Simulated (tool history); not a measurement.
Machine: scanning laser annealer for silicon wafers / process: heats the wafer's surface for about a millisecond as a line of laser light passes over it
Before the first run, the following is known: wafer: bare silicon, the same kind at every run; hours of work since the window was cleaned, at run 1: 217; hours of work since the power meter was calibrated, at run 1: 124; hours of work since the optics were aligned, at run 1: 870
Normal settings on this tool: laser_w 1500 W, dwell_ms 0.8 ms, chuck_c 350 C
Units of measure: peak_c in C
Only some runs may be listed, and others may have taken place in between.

run	hour	laser_w	dwell_ms	chuck_c	hours of work since the window was cleaned	hours of work since the power meter was calibrated	hours of work since the optics were aligned	peak_c
1	0	1500	0.8	350	217	124	870	1077
2	20	1500	0.8	350	233	140	885	1078
3	37.5	1500	0.8	350	247	154	899	1078
4	55.5	1500	0.8	350	261	168	913	1075
5	68	1451	0.8	350	271	177	923	1057
6	77	1335	0.8	350	278	184	930	1002
7	98.9	1500	0.8	350	295	202	947	1077
8	119.4	1500	0.8	350	311	218	963	1075
9	128.4	1571	0.8	350	318	225	970	1108
# hour 132.1: window over the wafer cleaned
10	144.5	1349	0.658	350	10	236	981	943
11	158	1349	0.658	350	20	246	992	938
12	170.9	1500	0.632	359	30	256	1002	998
# hour 176.2: window over the wafer cleaned, once more
13	191.6	1416	0.747	343	12	271	1016	1018
14	208.3	1297	0.734	388	25	284	1030	1003
15	226.2	1354	0.718	367	39	298	1044	998
16	246.8	1560	0.826	350	55	314	1060	1123
17	256.1	1364	0.785	357	62	321	1067	1024

Hidden state or all else? Some run-to-run changes of peak_c, split into what the settings, what came in and random variation would give without the hidden state, and what is left for the hidden state (with any gauge scatter that isn't in both results):
The tool's hidden condition here consists of: light that passes the window, % of a clean one's; laser's true power over the reading, %; width of the line over the set one, %; drift of the gauge itself on peak_c, C.
Run 9 -> 10: laser_w 1571 -> 1349, dwell_ms 0.8 -> 0.658, window over the wafer cleaned. peak_c -165 C: hidden state -2, all else -163.
Run 12 -> 13: laser_w 1500 -> 1416, dwell_ms 0.632 -> 0.747, chuck_c 359 -> 343, window over the wafer cleaned, once more. peak_c +20 C: hidden state +18, all else +2.
